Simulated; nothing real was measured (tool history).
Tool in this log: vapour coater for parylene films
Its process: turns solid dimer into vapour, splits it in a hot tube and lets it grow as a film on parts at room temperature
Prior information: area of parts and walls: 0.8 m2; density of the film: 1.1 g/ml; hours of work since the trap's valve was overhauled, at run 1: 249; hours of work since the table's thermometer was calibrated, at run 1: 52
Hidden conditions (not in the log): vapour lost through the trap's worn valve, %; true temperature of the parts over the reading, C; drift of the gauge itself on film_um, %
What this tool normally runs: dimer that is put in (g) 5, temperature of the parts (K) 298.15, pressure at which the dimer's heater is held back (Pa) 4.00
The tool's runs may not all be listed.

| run | hour | dimer that is put in (g) | temperature of the parts (K) | pressure at which the dimer's heater is held back (Pa) | hours of work since the trap's valve was overhauled | hours of work since the table's thermometer was calibrated | thickness of the film (nm) |
|---|---|---|---|---|---|---|---|
| 1 | 0.0 | 5 | 298.15 | 4.00 | 249 | 52 | 3260 |
| 2 | 30.2 | 5 | 298.15 | 4.00 | 276 | 78 | 3280 |
| 3 | 56.3 | 5 | 298.15 | 2.40 | 299 | 101 | 3330 |
| 4 | 74.6 | 5 | 292.15 | 4.00 | 315 | 118 | 4210 |
| 5 | 108.3 | 5 | 292.15 | 4.00 | 345 | 147 | 4220 |
| 6 | 133.9 | 5 | 292.15 | 4.00 | 368 | 170 | 4220 |
| 7 | 157.5 | 5 | 298.15 | 4.00 | 388 | 191 | 3270 |
| 8 | 182.0 | 5 | 298.15 | 4.00 | 410 | 212 | 3230 |
| 9 | 207.4 | 5 | 298.15 | 4.00 | 432 | 235 | 3270 |
| 10 | 237.0 | 8 | 309.15 | 10.55 | 459 | 261 | 3080 |
|  | 254.0 | trap's valve overhauled |
| 11 | 256.2 | 8 | 309.15 | 10.55 | 2 | 274 | 3100 |
| 12 | 272.4 | 8 | 307.15 | 9.63 | 16 | 288 | 3370 |
| 13 | 300.4 | 8 | 307.15 | 9.63 | 41 | 313 | 3400 |
| 14 | 332.8 | 8 | 307.15 | 9.63 | 69 | 342 | 3380 |
| 15 | 356.9 | 8 | 307.15 | 9.63 | 91 | 363 | 3380 |

Forecast each of these 4 alternatives for the next run:
| A | 382.9 | 4 | 298.15 | 4.00 | 114 | 386 | ? |
| B | 382.9 | 3 | 304.15 | 2.02 | 114 | 386 | ? |
| C | 382.9 | 5 | 298.15 | 6.04 | 114 | 386 | ? |
| D | 382.9 | 5 | 298.15 | 5.70 | 114 | 386 | ? |

| run | thickness of the film (nm) |
|---|---|
| A | 2600 |
| B | 1570 |
| C | 3210 |
| D | 3200 |
Without the tool's unlogged condition, the same runs would have read:
| run | thickness of the film (nm) |
|---|---|
| A | 2600 |
| B | 1570 |
| C | 3220 |
| D | 3200 |
